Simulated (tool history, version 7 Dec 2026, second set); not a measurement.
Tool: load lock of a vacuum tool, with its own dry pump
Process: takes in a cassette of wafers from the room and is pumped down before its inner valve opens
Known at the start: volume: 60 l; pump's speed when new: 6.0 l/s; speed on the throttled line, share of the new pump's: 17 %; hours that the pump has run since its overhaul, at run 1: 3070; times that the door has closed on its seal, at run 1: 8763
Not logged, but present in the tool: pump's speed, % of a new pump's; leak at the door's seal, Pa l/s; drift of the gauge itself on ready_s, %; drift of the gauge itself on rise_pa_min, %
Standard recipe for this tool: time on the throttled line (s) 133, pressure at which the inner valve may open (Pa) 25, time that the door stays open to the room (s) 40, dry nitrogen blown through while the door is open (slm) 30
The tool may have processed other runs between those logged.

run      day  time on the throttled line (s)  pressure at which the inner valve may open (Pa)  time that the door stays open to the room (s)  dry nitrogen blown through while the door is open (slm)  hours that the pump has run since its overhaul  times that the door has closed on its seal  incoming humidity of the room's air, %  time from the closed door until the inner valve may open (s)  rise of the pressure with all valves shut (Pa/min)
  1        0                             133                                               25                                             40                                                       30                                            3070                                        8763                                    45.6                                                         196.3                                               0.021
  2    4.371                             133                                               25                                             40                                                       30                                            3175                                        9162                                    47.7                                                         195.9                                               0.026
  3    7.071                             133                                               25                                             29                                                       30                                            3240                                        9409                                    42.2                                                         193.5                                               0.027
  4   10.938                             133                                               25                                             29                                                       30                                            3333                                        9763                                    47.8                                                         195.8                                               0.023
  5       13                             133                                               25                                             40                                                       30                                            3382                                        9951                                    42.2                                                         194.8                                               0.019
  6   17.217                             133                                               25                                             40                                                       30                                            3483                                       10336                                    44.9                                                         195.7                                               0.028
  7   21.567                             133                                               25                                             40                                                       30                                            3588                                       10734                                    50.1                                                         193.8                                               0.027
  8   25.508                             133                                               25                                             40                                                       30                                            3682                                       11094                                    44.6                                                         196.9                                               0.023
  9   27.925                             133                                               25                                             40                                                       30                                            3740                                       11315                                    45.5                                                         196.6                                               0.028
 10   31.175                             133                                               35                                             40                                                       30                                            3818                                       11612                                    44.6                                                         191.8                                               0.023
 11   33.846                             133                                               35                                            214                                                       30                                            3882                                       11856                                    42.9                                                         191.5                                               0.042
 12   36.125                              81                                               35                                            214                                                       30                                            3937                                       12064                                    45.1                                                         148.1                                               0.042
 13   38.742                              81                                               35                                            214                                                       30                                            4000                                       12304                                    44.5                                                         148.7                                               0.042
 14   43.242                             133                                               25                                             40                                                       30                                            4108                                       12715                                    43.3                                                         196.2                                               0.034
 15   46.912                             133                                               25                                             40                                                       30                                            4196                                       13050                                    47.8                                                         195.5                                                0.03
 16   51.579                             243                                               25                                             40                                                       30                                            4308                                       13477                                    44.6                                                         285.5                                               0.031
 17   55.538                             243                                               25                                             40                                                       30                                            4403                                       13838                                    46.8                                                         285.1                                                0.03
 18   57.838                             243                                               25                                             40                                                       30                                            4458                                       14048                                      43                                                           286                                                0.03
 19   60.067                             243                                               25                                             40                                                       30                                            4512                                       14252                                    47.2                                                         285.9                                               0.032
 20   63.596                             243                                               25                                             40                                                       30                                            4596                                       14575                                    45.4                                                         288.2                                               0.036
 21   66.333                             133                                               25                                             44                                                       12                                            4662                                       14825                                    43.3                                                         195.7                                                0.05
 22   69.808                             188                                               30                                             64                                                       24                                            4745                                       15142                                    42.4                                                         239.1                                               0.039
 23   72.196                             188                                               30                                             64                                                       24                                            4803                                       15361                                    44.1                                                         238.6                                               0.037
 24   76.971                             188                                               30                                            160                                                       11                                            4917                                       15797                                    47.3                                                         241.8                                               0.071
 25   81.067                             129                                               30                                            221                                                       11                                            5016                                       16171                                    45.8                                                         191.7                                               0.074
 26   84.283                              97                                               23                                             49                                                       30                                            5093                                       16465                                    47.2                                                         167.3                                               0.044
 27   86.996                             133                                               25                                            230                                                       27                                            5158                                       16713                                    42.5                                                         196.7                                                0.05
 28   88.962                             133                                               22                                            230                                                       27                                            5205                                       16893                                    43.1                                                         196.3                                               0.055
 29    92.45                             177                                               32                                             86                                                       27                                            5289                                       17211                                    44.5                                                         228.1                                               0.049
 30   96.604                             130                                               34                                             40                                                       15                                            5388                                       17591                                    39.6                                                         191.6                                               0.041
 31    100.9                              73                                               19                                            150                                                       17                                            5492                                       17984                                    47.5                                                         150.9                                               0.066
 32  104.579                             161                                               32                                             65                                                       30                                            5580                                       18320                                    43.8                                                         216.6                                               0.047
 33  107.862                             161                                               32                                             65                                                       30                                            5659                                       18620                                    45.6                                                         214.6                                               0.046
 34  110.212                             133                                               47                                             40                                                        8                                            5715                                       18835                                    42.9                                                         187.8                                               0.057
 35  114.404                             133                                               47                                             40                                                        8                                            5816                                       19218                                    46.4                                                           190                                               0.056
 36  116.596                             126                                               38                                             40                                                        8                                            5868                                       19418                                    47.5                                                         186.2                                               0.059

Each run again, without the hidden state but with its own random variation kept:
run  time from the closed door until the inner valve may open (s)  rise of the pressure with all valves shut (Pa/min)
  1                                                         194.5                                               0.008
  2                                                         194.1                                               0.013
  3                                                         191.6                                               0.014
  4                                                         193.8                                               0.009
  5                                                         192.8                                               0.004
  6                                                         193.6                                               0.013
  7                                                         191.7                                               0.011
  8                                                         194.6                                               0.007
  9                                                         194.4                                               0.011
 10                                                         189.6                                               0.005
 11                                                         189.3                                               0.024
 12                                                         145.5                                               0.024
 13                                                           146                                               0.023
 14                                                         193.7                                               0.014
 15                                                           193                                               0.009
 16                                                         283.5                                               0.009
 17                                                           283                                               0.008
 18                                                         283.9                                               0.008
 19                                                         283.8                                               0.009
 20                                                         286.1                                               0.011
 21                                                         192.8                                               0.025
 22                                                         236.7                                               0.013
 23                                                         236.1                                               0.012
 24                                                         239.2                                               0.044
 25                                                         188.5                                               0.047
 26                                                         163.7                                               0.016
 27                                                         193.4                                               0.021
 28                                                         192.9                                               0.026
 29                                                         225.3                                               0.019
 30                                                         188.2                                               0.012
 31                                                         146.6                                               0.035
 32                                                         213.4                                               0.014
 33                                                         211.4                                               0.013
 34                                                         184.5                                               0.023
 35                                                         186.5                                               0.021
 36                                                         182.6                                               0.025
